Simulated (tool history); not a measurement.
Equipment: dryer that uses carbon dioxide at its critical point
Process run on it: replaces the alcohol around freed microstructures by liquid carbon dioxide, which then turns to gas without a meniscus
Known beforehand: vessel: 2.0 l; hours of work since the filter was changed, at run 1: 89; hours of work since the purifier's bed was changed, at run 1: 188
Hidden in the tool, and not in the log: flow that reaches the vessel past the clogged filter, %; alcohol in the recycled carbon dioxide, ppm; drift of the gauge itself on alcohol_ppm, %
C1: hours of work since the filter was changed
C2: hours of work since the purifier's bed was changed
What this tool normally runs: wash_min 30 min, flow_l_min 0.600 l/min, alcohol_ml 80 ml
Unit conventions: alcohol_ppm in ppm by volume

{"run": 1, "day": 0.0, "wash_min": 30, "flow_l_min": 0.6, "alcohol_ml": 80, "C1": 89, "C2": 188, "alcohol_ppm": 98}
{"run": 2, "day": 1.567, "wash_min": 30, "flow_l_min": 0.6, "alcohol_ml": 80, "C1": 117, "C2": 215, "alcohol_ppm": 111}
{"run": 3, "day": 3.412, "wash_min": 30, "flow_l_min": 0.777, "alcohol_ml": 80, "C1": 149, "C2": 247, "alcohol_ppm": 74}
{"run": 4, "day": 5.438, "wash_min": 30, "flow_l_min": 0.777, "alcohol_ml": 80, "C1": 184, "C2": 283, "alcohol_ppm": 80}
{"run": 5, "day": 6.912, "wash_min": 30, "flow_l_min": 0.777, "alcohol_ml": 80, "C1": 210, "C2": 309, "alcohol_ppm": 83}
{"run": 6, "day": 8.217, "wash_min": 30, "flow_l_min": 0.777, "alcohol_ml": 80, "C1": 233, "C2": 331, "alcohol_ppm": 95}
{"day": 8.738, "done": "inlet filter changed"}
{"run": 7, "day": 9.65, "wash_min": 30, "flow_l_min": 0.777, "alcohol_ml": 80, "C1": 16, "C2": 356, "alcohol_ppm": 78}
{"run": 8, "day": 10.725, "wash_min": 30, "flow_l_min": 0.6, "alcohol_ml": 80, "C1": 35, "C2": 375, "alcohol_ppm": 128}
{"run": 9, "day": 11.9, "wash_min": 30, "flow_l_min": 0.6, "alcohol_ml": 80, "C1": 55, "C2": 395, "alcohol_ppm": 134}
{"run": 10, "day": 13.567, "wash_min": 30, "flow_l_min": 0.6, "alcohol_ml": 80, "C1": 85, "C2": 424, "alcohol_ppm": 150}
{"run": 11, "day": 14.825, "wash_min": 30, "flow_l_min": 0.539, "alcohol_ml": 80, "C1": 107, "C2": 446, "alcohol_ppm": 211}
{"run": 12, "day": 16.708, "wash_min": 30, "flow_l_min": 0.6, "alcohol_ml": 96, "C1": 140, "C2": 479, "alcohol_ppm": 181}
{"run": 13, "day": 18.296, "wash_min": 30, "flow_l_min": 0.6, "alcohol_ml": 80, "C1": 167, "C2": 507, "alcohol_ppm": 182}
{"run": 14, "day": 20.038, "wash_min": 30, "flow_l_min": 0.6, "alcohol_ml": 80, "C1": 198, "C2": 538, "alcohol_ppm": 201}
{"run": 15, "day": 22.108, "wash_min": 30, "flow_l_min": 0.6, "alcohol_ml": 80, "C1": 234, "C2": 574, "alcohol_ppm": 213}
{"day": 22.483, "done": "inlet filter changed"}
{"run": 16, "day": 23.496, "wash_min": 30, "flow_l_min": 0.6, "alcohol_ml": 105, "C1": 18, "C2": 597, "alcohol_ppm": 198}
{"run": 17, "day": 24.433, "wash_min": 30, "flow_l_min": 0.6, "alcohol_ml": 80, "C1": 34, "C2": 614, "alcohol_ppm": 187}
{"run": 18, "day": 25.317, "wash_min": 30, "flow_l_min": 0.6, "alcohol_ml": 80, "C1": 50, "C2": 629, "alcohol_ppm": 184}
{"run": 19, "day": 26.212, "wash_min": 30, "flow_l_min": 0.808, "alcohol_ml": 80, "C1": 65, "C2": 645, "alcohol_ppm": 144}
{"run": 20, "day": 27.35, "wash_min": 30, "flow_l_min": 0.6, "alcohol_ml": 49, "C1": 85, "C2": 665, "alcohol_ppm": 178}
{"run": 21, "day": 28.788, "wash_min": 30, "flow_l_min": 0.6, "alcohol_ml": 69, "C1": 110, "C2": 690, "alcohol_ppm": 202}
{"run": 22, "day": 30.196, "wash_min": 30, "flow_l_min": 0.429, "alcohol_ml": 69, "C1": 135, "C2": 714, "alcohol_ppm": 521}
{"run": 23, "day": 32.062, "wash_min": 30, "flow_l_min": 0.429, "alcohol_ml": 69, "C1": 168, "C2": 747, "alcohol_ppm": 553}
{"run": 24, "day": 34.146, "wash_min": 30, "flow_l_min": 0.6, "alcohol_ml": 80, "C1": 204, "C2": 784, "alcohol_ppm": 261}
{"run": 25, "day": 35.2, "wash_min": 46, "flow_l_min": 0.421, "alcohol_ml": 39, "C1": 222, "C2": 802, "alcohol_ppm": 220}
{"day": 36.221, "done": "inlet filter changed"}
{"run": 26, "day": 36.521, "wash_min": 46, "flow_l_min": 0.421, "alcohol_ml": 39, "C1": 5, "C2": 824, "alcohol_ppm": 200}
{"run": 27, "day": 37.9, "wash_min": 46, "flow_l_min": 0.421, "alcohol_ml": 39, "C1": 29, "C2": 849, "alcohol_ppm": 210}
{"run": 28, "day": 39.738, "wash_min": 46, "flow_l_min": 1.0, "alcohol_ml": 90, "C1": 61, "C2": 881, "alcohol_ppm": 213}
{"run": 29, "day": 41.488, "wash_min": 37, "flow_l_min": 1.0, "alcohol_ml": 23, "C1": 92, "C2": 911, "alcohol_ppm": 219}
{"run": 30, "day": 43.208, "wash_min": 37, "flow_l_min": 1.0, "alcohol_ml": 23, "C1": 122, "C2": 941, "alcohol_ppm": 219}
{"run": 31, "day": 44.15, "wash_min": 32, "flow_l_min": 0.371, "alcohol_ml": 27, "C1": 139, "C2": 958, "alcohol_ppm": 429}
{"run": 32, "day": 46.104, "wash_min": 30, "flow_l_min": 0.366, "alcohol_ml": 27, "C1": 173, "C2": 992, "alcohol_ppm": 542}
{"run": 33, "day": 47.579, "wash_min": 30, "flow_l_min": 0.6, "alcohol_ml": 96, "C1": 199, "C2": 1018, "alcohol_ppm": 321}
{"run": 34, "day": 49.275, "wash_min": 36, "flow_l_min": 0.639, "alcohol_ml": 26, "C1": 228, "C2": 1048, "alcohol_ppm": 244}
{"day": 50.021, "done": "inlet filter changed"}
{"run": 35, "day": 51.292, "wash_min": 35, "flow_l_min": 0.383, "alcohol_ml": 33, "C1": 22, "C2": 1082, "alcohol_ppm": 346}
{"run": 36, "day": 52.171, "wash_min": 35, "flow_l_min": 0.383, "alcohol_ml": 33, "C1": 38, "C2": 1098, "alcohol_ppm": 372}
{"run": 37, "day": 53.058, "wash_min": 30, "flow_l_min": 0.471, "alcohol_ml": 95, "C1": 53, "C2": 1113, "alcohol_ppm": 499}
{"run": 38, "day": 54.229, "wash_min": 43, "flow_l_min": 0.899, "alcohol_ml": 62, "C1": 74, "C2": 1134, "alcohol_ppm": 262}
{"day": 54.533, "done": "purifier's bed changed"}
{"run": 39, "day": 55.854, "wash_min": 30, "flow_l_min": 0.6, "alcohol_ml": 92, "C1": 100, "C2": 23, "alcohol_ppm": 78}
{"run": 40, "day": 56.871, "wash_min": 36, "flow_l_min": 0.93, "alcohol_ml": 54, "C1": 118, "C2": 41, "alcohol_ppm": 13}
{"run": 41, "day": 58.621, "wash_min": 30, "flow_l_min": 0.93, "alcohol_ml": 54, "C1": 148, "C2": 72, "alcohol_ppm": 14}
{"run": 42, "day": 59.954, "wash_min": 45, "flow_l_min": 0.686, "alcohol_ml": 92, "C1": 172, "C2": 95, "alcohol_ppm": 20}
{"run": 43, "day": 61.625, "wash_min": 41, "flow_l_min": 0.728, "alcohol_ml": 35, "C1": 201, "C2": 124, "alcohol_ppm": 46}
{"run": 44, "day": 63.583, "wash_min": 41, "flow_l_min": 0.728, "alcohol_ml": 35, "C1": 235, "C2": 158, "alcohol_ppm": 45}
{"day": 63.875, "done": "inlet filter changed"}
{"run": 45, "day": 64.883, "wash_min": 47, "flow_l_min": 0.899, "alcohol_ml": 37, "C1": 18, "C2": 180, "alcohol_ppm": 44}
{"run": 46, "day": 66.525, "wash_min": 30, "flow_l_min": 0.6, "alcohol_ml": 88, "C1": 46, "C2": 209, "alcohol_ppm": 102}
{"run": 47, "day": 67.671, "wash_min": 30, "flow_l_min": 0.899, "alcohol_ml": 80, "C1": 66, "C2": 229, "alcohol_ppm": 53}

Difference, measured minus no-hidden-state, one row per run. Run-to-run variation is common to both terms; the gauge's own scatter need not be:
run=1 alcohol_ppm=+58
run=2 alcohol_ppm=+68
run=3 alcohol_ppm=+60
run=4 alcohol_ppm=+67
run=5 alcohol_ppm=+75
run=6 alcohol_ppm=+85
run=7 alcohol_ppm=+78
run=8 alcohol_ppm=+89
run=9 alcohol_ppm=+97
run=10 alcohol_ppm=+108
run=11 alcohol_ppm=+129
run=12 alcohol_ppm=+138
run=13 alcohol_ppm=+147
run=14 alcohol_ppm=+155
run=15 alcohol_ppm=+174
run=16 alcohol_ppm=+139
run=17 alcohol_ppm=+143
run=18 alcohol_ppm=+148
run=19 alcohol_ppm=+143
run=20 alcohol_ppm=+156
run=21 alcohol_ppm=+171
run=22 alcohol_ppm=+261
run=23 alcohol_ppm=+295
run=24 alcohol_ppm=+217
run=25 alcohol_ppm=+197
run=26 alcohol_ppm=+182
run=27 alcohol_ppm=+195
run=28 alcohol_ppm=+202
run=29 alcohol_ppm=+208
run=30 alcohol_ppm=+213
run=31 alcohol_ppm=+272
run=32 alcohol_ppm=+320
run=33 alcohol_ppm=+269
run=34 alcohol_ppm=+233
run=35 alcohol_ppm=+249
run=36 alcohol_ppm=+259
run=37 alcohol_ppm=+285
run=38 alcohol_ppm=+255
run=39 alcohol_ppm=+22
run=40 alcohol_ppm=+10
run=41 alcohol_ppm=+14
run=42 alcohol_ppm=+20
run=43 alcohol_ppm=+30
run=44 alcohol_ppm=+38
run=45 alcohol_ppm=+42
run=46 alcohol_ppm=+55
run=47 alcohol_ppm=+53
